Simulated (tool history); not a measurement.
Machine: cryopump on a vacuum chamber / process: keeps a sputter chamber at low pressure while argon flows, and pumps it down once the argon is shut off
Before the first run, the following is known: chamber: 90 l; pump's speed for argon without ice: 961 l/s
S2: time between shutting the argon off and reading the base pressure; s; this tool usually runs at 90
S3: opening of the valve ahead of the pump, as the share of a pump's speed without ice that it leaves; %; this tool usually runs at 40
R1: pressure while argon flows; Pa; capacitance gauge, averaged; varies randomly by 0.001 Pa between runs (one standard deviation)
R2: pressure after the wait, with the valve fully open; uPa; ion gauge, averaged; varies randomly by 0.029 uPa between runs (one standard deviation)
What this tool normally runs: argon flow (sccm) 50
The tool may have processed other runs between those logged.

{"run": 1, "day": 0.0, "argon flow (sccm)": 50, "S2": 90, "S3": 40, "R1": 0.2358, "R2": 5.53}
{"run": 2, "day": 1.225, "argon flow (sccm)": 50, "S2": 90, "S3": 40, "R1": 0.2364, "R2": 5.41}
{"run": 3, "day": 2.742, "argon flow (sccm)": 50, "S2": 90, "S3": 40, "R1": 0.2397, "R2": 5.76}
{"run": 4, "day": 3.746, "argon flow (sccm)": 50, "S2": 90, "S3": 40, "R1": 0.2409, "R2": 5.88}
{"run": 5, "day": 4.55, "argon flow (sccm)": 50, "S2": 90, "S3": 40, "R1": 0.2436, "R2": 5.91}
{"run": 6, "day": 5.858, "argon flow (sccm)": 50, "S2": 90, "S3": 40, "R1": 0.2465, "R2": 6.21}
{"run": 7, "day": 7.158, "argon flow (sccm)": 50, "S2": 90, "S3": 58, "R1": 0.1804, "R2": 6.34}
{"run": 8, "day": 8.717, "argon flow (sccm)": 50, "S2": 90, "S3": 40, "R1": 0.2528, "R2": 6.48}
{"day": 9.492, "done": "leaking fittings of the chamber tightened, without venting"}
{"run": 9, "day": 10.562, "argon flow (sccm)": 30, "S2": 90, "S3": 40, "R1": 0.1541, "R2": 1.69}
{"run": 10, "day": 12.304, "argon flow (sccm)": 30, "S2": 90, "S3": 40, "R1": 0.1564, "R2": 1.85}
{"day": 13.183, "done": "pump warmed up, emptied and cooled again"}
{"run": 11, "day": 13.621, "argon flow (sccm)": 50, "S2": 90, "S3": 40, "R1": 0.2213, "R2": 1.58}
{"run": 12, "day": 14.708, "argon flow (sccm)": 50, "S2": 90, "S3": 40, "R1": 0.2234, "R2": 1.6}
{"run": 13, "day": 16.438, "argon flow (sccm)": 50, "S2": 90, "S3": 40, "R1": 0.2256, "R2": 1.72}
{"run": 14, "day": 18.179, "argon flow (sccm)": 81, "S2": 156, "S3": 40, "R1": 0.3719, "R2": 1.25}
{"run": 15, "day": 19.079, "argon flow (sccm)": 80, "S2": 40, "S3": 40, "R1": 0.3676, "R2": 3.19}
{"run": 16, "day": 20.017, "argon flow (sccm)": 31, "S2": 28, "S3": 29, "R1": 0.1967, "R2": 4.32}
{"run": 17, "day": 21.754, "argon flow (sccm)": 51, "S2": 27, "S3": 29, "R1": 0.3246, "R2": 4.56}
{"run": 18, "day": 22.812, "argon flow (sccm)": 24, "S2": 203, "S3": 24, "R1": 0.1852, "R2": 1.3}
{"run": 19, "day": 24.162, "argon flow (sccm)": 24, "S2": 203, "S3": 24, "R1": 0.1859, "R2": 1.45}
{"run": 20, "day": 25.092, "argon flow (sccm)": 88, "S2": 90, "S3": 40, "R1": 0.4253, "R2": 2.09}
{"run": 21, "day": 25.938, "argon flow (sccm)": 32, "S2": 90, "S3": 47, "R1": 0.135, "R2": 2.06}
{"run": 22, "day": 27.812, "argon flow (sccm)": 91, "S2": 291, "S3": 40, "R1": 0.4522, "R2": 1.37}
{"run": 23, "day": 28.983, "argon flow (sccm)": 43, "S2": 291, "S3": 20, "R1": 0.4072, "R2": 1.45}
{"run": 24, "day": 29.967, "argon flow (sccm)": 35, "S2": 283, "S3": 40, "R1": 0.1764, "R2": 1.48}
{"run": 25, "day": 31.821, "argon flow (sccm)": 35, "S2": 283, "S3": 40, "R1": 0.1817, "R2": 1.63}

Same runs, no hidden state in the tool, same run-to-run variation:
Hidden conditions of the tool in this case: pump's speed, % of a pump's without ice; cold plate's temperature, K; leak into the chamber, uPa l/s; drift of the gauge itself on working_pa, %; drift of the gauge itself on base_upa, %.
run=1 R1=0.2213 R2=1.49
run=2 R1=0.2199 R2=1.40
run=3 R1=0.2202 R2=1.46
run=4 R1=0.2194 R2=1.46
run=5 R1=0.2203 R2=1.45
run=6 R1=0.2203 R2=1.47
run=7 R1=0.1516 R2=1.49
run=8 R1=0.2201 R2=1.44
run=9 R1=0.1317 R2=1.43
run=10 R1=0.1311 R2=1.50
run=11 R1=0.2188 R2=1.42
run=12 R1=0.2194 R2=1.40
run=13 R1=0.2189 R2=1.46
run=14 R1=0.3564 R2=0.94
run=15 R1=0.3497 R2=2.84
run=16 R1=0.1886 R2=3.93
run=17 R1=0.3083 R2=4.11
run=18 R1=0.1765 R2=0.80
run=19 R1=0.1760 R2=0.88
run=20 R1=0.3856 R2=1.48
run=21 R1=0.1192 R2=1.43
run=22 R1=0.3998 R2=0.65
run=23 R1=0.3799 R2=0.65
run=24 R1=0.1527 R2=0.64
run=25 R1=0.1547 R2=0.67
